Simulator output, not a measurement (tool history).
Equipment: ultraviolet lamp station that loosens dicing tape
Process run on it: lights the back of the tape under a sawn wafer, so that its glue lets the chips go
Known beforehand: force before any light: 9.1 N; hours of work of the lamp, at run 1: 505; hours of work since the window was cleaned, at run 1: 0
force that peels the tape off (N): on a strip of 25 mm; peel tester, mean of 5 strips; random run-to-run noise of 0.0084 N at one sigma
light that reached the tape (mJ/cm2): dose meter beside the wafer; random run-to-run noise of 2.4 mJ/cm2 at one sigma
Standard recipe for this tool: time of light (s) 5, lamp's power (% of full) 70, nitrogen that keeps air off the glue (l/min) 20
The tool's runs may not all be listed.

run	hour	time of light (s)	lamp's power (% of full)	nitrogen that keeps air off the glue (l/min)	hours of work of the lamp	hours of work since the window was cleaned	force that peels the tape off (N)	light that reached the tape (mJ/cm2)
1	0	5	70	20	505	0	0.468	224
2	13.2	5	70	20	513	9	0.459	224
3	37.3	5	70	20	530	25	0.495	217
4	56	5	66	20	542	38	0.596	201
5	79.7	5	66	20	558	54	0.603	200
6	95.5	5	69	20	569	65	0.58	209
7	116	5	69	20	583	78	0.567	207
8	141.1	5	69	20	600	95	0.587	202
9	165.2	5	69	20	616	111	0.603	201
10	179.6	5	69	20	626	121	0.637	197
11	205.4	5	69	20	643	139	0.651	197
12	230.9	5	70	8	660	156	1.466	192
13	244.9	5	70	20	670	165	0.649	193
14	265.6	5	69	20	684	179	0.697	186
15	289.3	5	69	20	700	195	0.741	181
16	311.8	5	69	20	715	210	0.737	182
17	330.9	5	69	20	728	223	0.801	179
18	343	5	69	10	736	231	1.422	178
19	368.8	5	93	10	753	249	0.797	236
20	397.1	5	96	20	772	268	0.435	240
21	409.8	5	76	13	781	276	1.035	186
22	430.3	5	68	6	795	290	2.328	164
# hour 435.6: window cleaned of glue's vapour
23	449.8	5	68	6	807	10	1.718	194
24	474.6	5	68	6	824	26	1.832	188
25	495.1	3	100	28	838	40	0.678	169
26	519.3	7	63	28	854	56	0.315	241
27	539.5	7	63	28	868	70	0.32	236
28	561.5	3	82	11	883	85	2.12	133
29	586.4	3	92	11	900	102	1.837	146
30	603.7	10	65	11	911	113	0.364	338
31	630.8	10	78	18	929	132	0.212	396
32	644.6	3	61	22	939	141	2.148	95
33	667.2	5	64	14	954	156	1.305	162
34	681	8	71	14	963	165	0.414	283
35	702.8	8	71	14	978	180	0.422	276
36	722.1	2	70	20	991	193	3.459	65
37	745.5	4	70	32	1007	209	0.983	133

Predict each of these 3 candidate next runs independently; none follows another, all start after run 37:
A	771.3	4	70	32	1024	226	?	?
B	771.3	4	70	20	1024	226	?	?
C	771.3	2	70	8	1024	226	?	?

run	force that peels the tape off (N)	light that reached the tape (mJ/cm2)
A	1.031	131
B	1.42	129
C	4.814	64
What these runs would have given with no unlogged condition in the tool:
run	force that peels the tape off (N)	light that reached the tape (mJ/cm2)
A	0.379	213
B	0.537	211
C	3.234	105
